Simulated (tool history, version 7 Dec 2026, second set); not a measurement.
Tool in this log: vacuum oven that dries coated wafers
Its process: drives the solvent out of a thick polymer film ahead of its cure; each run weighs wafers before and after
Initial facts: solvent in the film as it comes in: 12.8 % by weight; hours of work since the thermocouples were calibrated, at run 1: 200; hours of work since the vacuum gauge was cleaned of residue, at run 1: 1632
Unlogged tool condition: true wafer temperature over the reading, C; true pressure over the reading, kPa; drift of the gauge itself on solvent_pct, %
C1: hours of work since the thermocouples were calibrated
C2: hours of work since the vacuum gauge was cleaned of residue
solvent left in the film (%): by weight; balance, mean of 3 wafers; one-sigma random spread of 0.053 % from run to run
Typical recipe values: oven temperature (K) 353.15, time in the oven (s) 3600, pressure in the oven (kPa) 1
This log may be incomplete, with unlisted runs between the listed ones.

Run 1, hour 0: usual settings; C1 200; C2 1632. Result: solvent left in the film (%) 2.32.
Run 2, hour 87.3: usual settings; C1 267; C2 1698. Result: solvent left in the film (%) 2.25.
Run 3, hour 133.6: usual settings; C1 302; C2 1734. Result: solvent left in the film (%) 2.21.
Run 4, hour 184: usual settings; C1 341; C2 1772. Result: solvent left in the film (%) 2.27.
Run 5, hour 247.8: usual settings but oven temperature (K) 356.15; C1 389; C2 1821. Result: solvent left in the film (%) 1.93.
Run 6, hour 334.7: usual settings but pressure in the oven (kPa) 1.21; C1 456; C2 1887. Result: solvent left in the film (%) 2.58.
Run 7, hour 378.8: usual settings but pressure in the oven (kPa) 1.21; C1 489; C2 1921. Result: solvent left in the film (%) 2.47.
Run 8, hour 459.7: usual settings but pressure in the oven (kPa) 1.21; C1 551; C2 1983. Result: solvent left in the film (%) 2.54.
Run 9, hour 507.3: usual settings but pressure in the oven (kPa) 1.21; C1 587; C2 2019. Result: solvent left in the film (%) 2.57.
Run 10, hour 588: usual settings but time in the oven (s) 4620; C1 649; C2 2081. Result: solvent left in the film (%) 2.03.
Run 11, hour 676.6: usual settings but pressure in the oven (kPa) 1.58; C1 717; C2 2148. Result: solvent left in the film (%) 2.99.
At hour 726.3: oven's thermocouples calibrated.
Run 12, hour 742.3: usual settings but pressure in the oven (kPa) 1.58; C1 12; C2 2197. Result: solvent left in the film (%) 3.1.
Run 13, hour 832.8: usual settings but pressure in the oven (kPa) 1.11; C1 81; C2 2266. Result: solvent left in the film (%) 2.55.
Run 14, hour 891.4: usual settings but time in the oven (s) 4740, pressure in the oven (kPa) 2.97; C1 126; C2 2311. Result: solvent left in the film (%) 4.68.
Run 15, hour 952.2: usual settings but time in the oven (s) 4740, pressure in the oven (kPa) 2.97; C1 172; C2 2357. Result: solvent left in the film (%) 4.6.
Run 16, hour 1040.7: usual settings but time in the oven (s) 2820, pressure in the oven (kPa) 2.96; C1 240; C2 2425. Result: solvent left in the film (%) 5.12.
Run 17, hour 1098.2: usual settings but time in the oven (s) 2820, pressure in the oven (kPa) 2.96; C1 284; C2 2468. Result: solvent left in the film (%) 5.13.
Run 18, hour 1150.3: usual settings but oven temperature (K) 358.15, time in the oven (s) 4860, pressure in the oven (kPa) 3.44; C1 324; C2 2508. Result: solvent left in the film (%) 4.06.
Run 19, hour 1192.4: usual settings but oven temperature (K) 358.15, time in the oven (s) 4860, pressure in the oven (kPa) 3.44; C1 356; C2 2540. Result: solvent left in the film (%) 4.06.
Run 20, hour 1231.5: usual settings but oven temperature (K) 358.15; C1 386; C2 2570. Result: solvent left in the film (%) 1.86.
Run 21, hour 1287.3: usual settings but oven temperature (K) 358.15; C1 428; C2 2613. Result: solvent left in the film (%) 1.72.
Run 22, hour 1366.9: usual settings but oven temperature (K) 351.15; C1 489; C2 2674. Result: solvent left in the film (%) 2.75.

Consider 5 possible next runs. They are alternatives, not a sequence: every one starts from the tool as it was left by run 22. What does each give?
Run A, hour 1458.5: usual settings but oven temperature (K) 351.15, pressure in the oven (kPa) 0.69; C1 559; C2 2744. Result: solvent left in the film (%) ?.
Run B, hour 1458.5: usual settings but oven temperature (K) 351.15; C1 559; C2 2744. Result: solvent left in the film (%) ?.
Run C, hour 1458.5: usual settings but pressure in the oven (kPa) 1.07; C1 559; C2 2744. Result: solvent left in the film (%) ?.
Run D, hour 1458.5: usual settings but oven temperature (K) 359.15, time in the oven (s) 1860, pressure in the oven (kPa) 0.66; C1 559; C2 2744. Result: solvent left in the film (%) ?.
Run E, hour 1458.5: usual settings but oven temperature (K) 341.15, pressure in the oven (kPa) 3.08; C1 559; C2 2744. Result: solvent left in the film (%) ?.

run  solvent left in the film (%)
  A                          2.32
  B                          2.78
  C                          2.55
  D                           2.2
  E                          8.78
Without the tool's hidden state the same runs would have given:
run  solvent left in the film (%)
  A                          1.65
  B                          2.11
  C                          1.91
  D                          1.79
  E                          8.08
